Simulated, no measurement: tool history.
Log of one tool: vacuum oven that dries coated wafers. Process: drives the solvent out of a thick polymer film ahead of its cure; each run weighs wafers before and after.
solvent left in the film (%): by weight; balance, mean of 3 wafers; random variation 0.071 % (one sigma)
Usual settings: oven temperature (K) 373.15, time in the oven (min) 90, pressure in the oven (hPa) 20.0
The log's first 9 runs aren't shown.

Run 10, hour 95.9: usual settings. Result: solvent left in the film (%) 5.54.
Run 11, hour 104.9: usual settings. Result: solvent left in the film (%) 5.34.
Run 12, hour 117.9: usual settings but pressure in the oven (hPa) 18.9. Result: solvent left in the film (%) 5.20.
Run 13, hour 126.4: usual settings but pressure in the oven (hPa) 18.9. Result: solvent left in the film (%) 5.35.
Run 14, hour 132.5: usual settings but time in the oven (min) 149. Result: solvent left in the film (%) 3.59.
Run 15, hour 143.1: usual settings but oven temperature (K) 379.15. Result: solvent left in the film (%) 4.21.
Run 16, hour 153.8: usual settings but oven temperature (K) 379.15. Result: solvent left in the film (%) 4.15.
Run 17, hour 166.0: usual settings but oven temperature (K) 379.15. Result: solvent left in the film (%) 4.13.
Run 18, hour 171.8: usual settings but oven temperature (K) 381.15, pressure in the oven (hPa) 59.8. Result: solvent left in the film (%) 6.52.
Run 19, hour 185.8: usual settings but oven temperature (K) 386.15, time in the oven (min) 133, pressure in the oven (hPa) 12.6. Result: solvent left in the film (%) 1.40.
Run 20, hour 194.1: usual settings but oven temperature (K) 358.15, time in the oven (min) 133, pressure in the oven (hPa) 25.2. Result: solvent left in the film (%) 8.20.
Run 21, hour 200.1: usual settings but oven temperature (K) 364.15, time in the oven (min) 133, pressure in the oven (hPa) 72.8. Result: solvent left in the film (%) 12.02.
Run 22, hour 209.6: usual settings but time in the oven (min) 91. Result: solvent left in the film (%) 5.42.
Run 23, hour 219.7: usual settings but oven temperature (K) 368.15, time in the oven (min) 117. Result: solvent left in the film (%) 5.54.
Run 24, hour 231.4: usual settings but oven temperature (K) 374.15, time in the oven (min) 114. Result: solvent left in the film (%) 4.38.
Run 25, hour 242.4: usual settings but oven temperature (K) 374.15, time in the oven (min) 114, pressure in the oven (hPa) 54.7. Result: solvent left in the film (%) 7.45.
Run 26, hour 252.8: usual settings but oven temperature (K) 366.15, pressure in the oven (hPa) 20.9. Result: solvent left in the film (%) 6.97.
Run 27, hour 259.0: usual settings but oven temperature (K) 365.15, time in the oven (min) 73, pressure in the oven (hPa) 20.9. Result: solvent left in the film (%) 7.90.
Run 28, hour 266.0: usual settings but oven temperature (K) 365.15, time in the oven (min) 73, pressure in the oven (hPa) 20.9. Result: solvent left in the film (%) 8.08.
Run 29, hour 276.1: usual settings but oven temperature (K) 365.15, time in the oven (min) 73, pressure in the oven (hPa) 20.9. Result: solvent left in the film (%) 8.19.
Run 30, hour 285.3: usual settings but time in the oven (min) 93, pressure in the oven (hPa) 55.2. Result: solvent left in the film (%) 8.45.
Run 31, hour 296.4: usual settings but time in the oven (min) 93, pressure in the oven (hPa) 55.2. Result: solvent left in the film (%) 8.26.
Run 32, hour 305.9: usual settings but oven temperature (K) 364.15, time in the oven (min) 72, pressure in the oven (hPa) 15.3. Result: solvent left in the film (%) 7.86.

4 ways to go on from here, each from the tool as it stands after run 32. What would each give?
Run A, hour 315.8: usual settings but oven temperature (K) 383.15, time in the oven (min) 112, pressure in the oven (hPa) 22.6. Result: solvent left in the film (%) ?.
Run B, hour 315.8: usual settings but oven temperature (K) 364.15, time in the oven (min) 72, pressure in the oven (hPa) 28.4. Result: solvent left in the film (%) ?.
Run C, hour 315.8: usual settings but oven temperature (K) 387.15, time in the oven (min) 49, pressure in the oven (hPa) 78.7. Result: solvent left in the film (%) ?.
Run D, hour 315.8: usual settings but oven temperature (K) 364.15, time in the oven (min) 72, pressure in the oven (hPa) 15.3. Result: solvent left in the film (%) ?.

run  solvent left in the film (%)
  A                          3.11
  B                          9.09
  C                          7.93
  D                          7.74
Without the tool's hidden state the same runs would have given:
run  solvent left in the film (%)
  A                          2.77
  B                          8.61
  C                          7.48
  D                          7.30
